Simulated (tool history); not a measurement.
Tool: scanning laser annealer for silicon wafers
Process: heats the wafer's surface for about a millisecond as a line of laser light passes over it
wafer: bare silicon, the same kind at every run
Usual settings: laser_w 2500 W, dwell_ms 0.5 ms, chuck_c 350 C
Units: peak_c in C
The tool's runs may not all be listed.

run   hour  laser_w  dwell_ms  chuck_c  peak_c
  1      0     2500       0.5      350    1070
  2   47.7     2494       0.5      350    1068
  3   77.6     2500       0.5      350    1073
  4  127.5     2500       0.5      350    1062
  5  179.5     2500       0.5      350    1061
  6  217.7     2500       0.5      350    1066
  7  265.3     2500     0.389      350     980
  8  310.4     2500     0.389      350     983
  9  373.2     2500     0.389      379    1006
 10  441.1     2500       0.5      350    1061
     491.1  -- window over the wafer cleaned
 11  499.1     2500       0.5      337    1061
 12  562.2     2543       0.5      350    1090
 13    614     2543     0.402      350    1012
 14  657.5     2500     0.568      350    1118
     666.6  -- laser's power meter calibrated
 15  712.8     2500     0.568      350    1119
 16  770.4     2500     0.361      385    1000

The next listed run, before its measurement:
 17  806.7     2500     0.361      385       ?

peak_c: 998 C
Without the tool's hidden state the same run would have given peak_c 1013 C.
